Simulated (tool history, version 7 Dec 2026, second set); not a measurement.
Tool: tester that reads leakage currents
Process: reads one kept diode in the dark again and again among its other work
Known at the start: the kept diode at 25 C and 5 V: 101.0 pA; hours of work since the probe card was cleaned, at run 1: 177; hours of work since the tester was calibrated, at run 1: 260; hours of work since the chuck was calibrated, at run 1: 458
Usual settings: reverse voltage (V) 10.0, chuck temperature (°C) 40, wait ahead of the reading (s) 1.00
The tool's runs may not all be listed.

run	hour	reverse voltage (V)	chuck temperature (°C)	wait ahead of the reading (s)	hours of work since the probe card was cleaned	hours of work since the tester was calibrated	hours of work since the chuck was calibrated	current that the tester gives (pA)
1	0.0	10.0	40	1.00	177	260	458	500.73
2	66.9	1.1	40	1.00	226	309	507	223.90
3	147.2	1.1	40	1.00	285	368	566	222.63
4	203.0	1.1	40	1.00	326	409	607	221.30
5	245.7	1.1	40	1.00	357	440	638	221.68
6	293.8	1.1	40	1.00	393	476	673	220.76
7	353.7	1.1	40	1.00	437	520	717	220.43
8	411.9	10.0	35	1.00	479	562	760	314.54
9	475.1	10.0	35	1.00	526	609	807	317.54
10	515.3	10.0	40	1.00	555	638	836	490.40
11	587.5	10.0	40	1.00	608	691	889	490.98
12	648.8	10.0	40	1.00	653	736	934	488.56
13	709.4	10.0	40	1.00	698	781	979	487.21
14	780.3	10.0	40	1.00	750	833	1031	484.88
15	865.7	10.0	40	1.00	813	896	1093	480.68
16	938.5	10.0	40	1.00	866	949	1147	478.41
17	991.5	10.0	40	1.00	905	988	1186	477.63
18	1044.1	10.0	40	1.00	944	1027	1224	477.82
# hour 1101.7: chuck's temperature calibrated
19	1107.8	5.3	40	1.00	989	1072	4	406.82
20	1191.6	10.0	21	1.00	1051	1134	66	97.02
21	1230.2	6.1	40	6.08	1079	1162	94	425.78
22	1298.4	5.8	59	0.81	1129	1212	144	1977.51
23	1347.8	10.0	40	0.84	1165	1248	181	512.12
24	1393.4	10.0	40	0.31	1199	1282	214	511.92
25	1453.4	10.0	40	0.31	1243	1326	258	510.72
26	1516.5	10.0	22	0.31	1289	1372	305	107.93
# hour 1572.9: probe card cleaned and baked
27	1572.9	10.0	45	1.00	0	1412	344	754.31
28	1655.2	14.1	36	4.16	60	1472	404	390.06
29	1708.7	14.1	29	4.16	100	1511	444	205.26
30	1745.8	10.2	44	4.50	127	1538	471	695.66
31	1821.2	1.2	29	0.63	182	1594	526	83.26
32	1896.4	2.3	28	0.51	238	1649	582	96.35
33	1981.6	6.9	40	1.00	300	1712	644	422.29
34	2047.2	1.1	23	1.00	348	1760	692	44.84
35	2124.4	8.0	40	3.29	405	1817	749	440.83
36	2192.7	10.1	58	2.32	455	1867	799	2119.14
37	2256.0	10.0	40	3.22	502	1913	846	475.12
38	2341.7	10.0	40	3.22	565	1976	909	474.21
39	2387.7	7.8	21	4.91	599	2010	942	77.91
# hour 2404.6: tester calibrated
40	2437.5	4.7	34	1.35	634	24	978	216.12

Forecast each of these 3 alternatives for the next run:
A	2492.4	10.0	30	1.79	674	64	1018	?
B	2492.4	4.7	34	3.17	674	64	1018	?
C	2492.4	4.7	26	2.17	674	64	1018	?

run	current that the tester gives (pA)
A	200.07
B	215.42
C	103.57
Without the tool's hidden state the same runs would have given:
run	current that the tester gives (pA)
A	208.93
B	229.22
C	108.76

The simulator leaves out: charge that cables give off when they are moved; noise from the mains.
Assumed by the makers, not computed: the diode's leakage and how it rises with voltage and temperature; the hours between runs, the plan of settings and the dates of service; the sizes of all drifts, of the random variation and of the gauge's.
